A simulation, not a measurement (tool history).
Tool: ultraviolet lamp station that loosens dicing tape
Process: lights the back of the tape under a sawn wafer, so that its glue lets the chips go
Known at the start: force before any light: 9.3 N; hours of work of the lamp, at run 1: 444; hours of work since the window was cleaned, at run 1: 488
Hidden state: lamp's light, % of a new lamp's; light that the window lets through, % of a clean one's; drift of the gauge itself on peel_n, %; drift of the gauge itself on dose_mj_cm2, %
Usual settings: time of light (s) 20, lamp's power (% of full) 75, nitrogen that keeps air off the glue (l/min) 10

run   hour  time of light (s)  lamp's power (% of full)  nitrogen that keeps air off the glue (l/min)  hours of work of the lamp  hours of work since the window was cleaned  force that peels the tape off (N)  light that reached the tape (mJ/cm2)
  1    0.0                 20                        75                                            10                        444                                         488                              0.754                                   285
  2   22.6                 20                        75                                            10                        457                                         501                              0.753                                   281
  3   55.7                 20                        75                                            10                        475                                         520                              0.781                                   282
  4   93.0                 30                        75                                            10                        496                                         541                              0.357                                   411
  5  116.7                 30                        75                                            10                        510                                         554                              0.343                                   411
  6  157.2                 30                        75                                            10                        533                                         577                              0.366                                   405
  7  181.5                 20                        75                                            10                        546                                         591                              0.872                                   263
     184.2  -- window cleaned of glue's vapour
  8  209.4                 20                        75                                            10                        562                                          14                              1.072                                   242
  9  238.0                 20                        75                                            10                        578                                          30                              1.097                                   240
 10  262.2                 20                        75                                            10                        591                                          44                              1.073                                   234
 11  285.4                 20                        75                                            10                        605                                          57                              1.143                                   232
 12  322.3                 31                        75                                             3                        625                                          78                              0.803                                   362
 13  363.7                 20                        75                                            10                        649                                         101                              1.160                                   233
     376.9  -- window cleaned of glue's vapour, once more
 14  390.8                 13                        99                                             8                        664                                           8                              1.043                                   252
 15  425.6                 13                        99                                             8                        683                                          27                              1.020                                   255
 16  467.5                 13                        99                                             8                        707                                          51                              1.058                                   248
 17  495.0                 26                        66                                             8                        722                                          67                              0.607                                   327
 18  540.9                 26                        66                                             8                        748                                          92                              0.627                                   317
 19  575.7                 26                        66                                             8                        768                                         112                              0.635                                   325
 20  601.7                 36                        91                                            18                        783                                         127                              0.214                                   608

Hidden state or all else? Some run-to-run changes of force that peels the tape off (N), split into what the settings, what came in and random variation would give without the hidden state, and what is left for the hidden state (with any gauge scatter that isn't in both results):
Run 6 -> 7: time of light (s) 30 -> 20. force that peels the tape off (N) +0.506: hidden state +0.298, all else +0.208.
Run 13 -> 14: time of light (s) 20 -> 13, lamp's power (% of full) 75 -> 99, nitrogen that keeps air off the glue (l/min) 10 -> 8, window cleaned of glue's vapour, once more. force that peels the tape off (N) -0.117: hidden state -0.359, all else +0.242.
Run 16 -> 17: time of light (s) 13 -> 26, lamp's power (% of full) 99 -> 66. force that peels the tape off (N) -0.451: hidden state -0.172, all else -0.279.
